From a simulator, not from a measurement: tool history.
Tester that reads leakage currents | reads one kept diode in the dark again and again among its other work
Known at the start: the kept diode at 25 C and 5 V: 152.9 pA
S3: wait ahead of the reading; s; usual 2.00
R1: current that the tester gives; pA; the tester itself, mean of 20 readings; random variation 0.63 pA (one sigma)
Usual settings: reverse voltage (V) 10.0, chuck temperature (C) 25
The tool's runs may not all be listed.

{"run": 1, "hour": 0.0, "reverse voltage (V)": 10.0, "chuck temperature (C)": 25, "S3": 2.0, "R1": 183.92}
{"run": 2, "hour": 26.0, "reverse voltage (V)": 10.0, "chuck temperature (C)": 25, "S3": 2.0, "R1": 184.42}
{"run": 3, "hour": 54.0, "reverse voltage (V)": 10.0, "chuck temperature (C)": 25, "S3": 2.0, "R1": 184.19}
{"run": 4, "hour": 79.1, "reverse voltage (V)": 10.0, "chuck temperature (C)": 25, "S3": 2.0, "R1": 183.52}
{"run": 5, "hour": 105.8, "reverse voltage (V)": 10.0, "chuck temperature (C)": 25, "S3": 2.0, "R1": 182.92}
{"run": 6, "hour": 123.0, "reverse voltage (V)": 10.0, "chuck temperature (C)": 25, "S3": 2.0, "R1": 182.04}
{"run": 7, "hour": 147.8, "reverse voltage (V)": 10.0, "chuck temperature (C)": 25, "S3": 2.0, "R1": 182.14}
{"run": 8, "hour": 164.6, "reverse voltage (V)": 1.9, "chuck temperature (C)": 25, "S3": 2.0, "R1": 86.71}
{"run": 9, "hour": 202.9, "reverse voltage (V)": 1.9, "chuck temperature (C)": 25, "S3": 4.67, "R1": 86.01}
{"run": 10, "hour": 220.6, "reverse voltage (V)": 6.4, "chuck temperature (C)": 25, "S3": 2.0, "R1": 148.3}
{"run": 11, "hour": 240.6, "reverse voltage (V)": 10.0, "chuck temperature (C)": 25, "S3": 2.0, "R1": 181.13}
{"run": 12, "hour": 266.6, "reverse voltage (V)": 10.0, "chuck temperature (C)": 25, "S3": 2.0, "R1": 182.03}
{"run": 13, "hour": 287.4, "reverse voltage (V)": 10.0, "chuck temperature (C)": 25, "S3": 2.0, "R1": 181.11}
{"run": 14, "hour": 310.3, "reverse voltage (V)": 10.0, "chuck temperature (C)": 25, "S3": 2.0, "R1": 181.39}
{"run": 15, "hour": 334.1, "reverse voltage (V)": 10.0, "chuck temperature (C)": 25, "S3": 2.0, "R1": 180.26}
{"run": 16, "hour": 365.3, "reverse voltage (V)": 10.0, "chuck temperature (C)": 25, "S3": 2.0, "R1": 179.88}

Run 17 comes next. What will it give?
{"run": 17, "hour": 388.1, "reverse voltage (V)": 10.0, "chuck temperature (C)": 25, "S3": 2.0, "R1": "?"}

{"run 17": {"R1": 179.37}}
Without the tool's hidden state the same run would have given R1 208.59 pA.
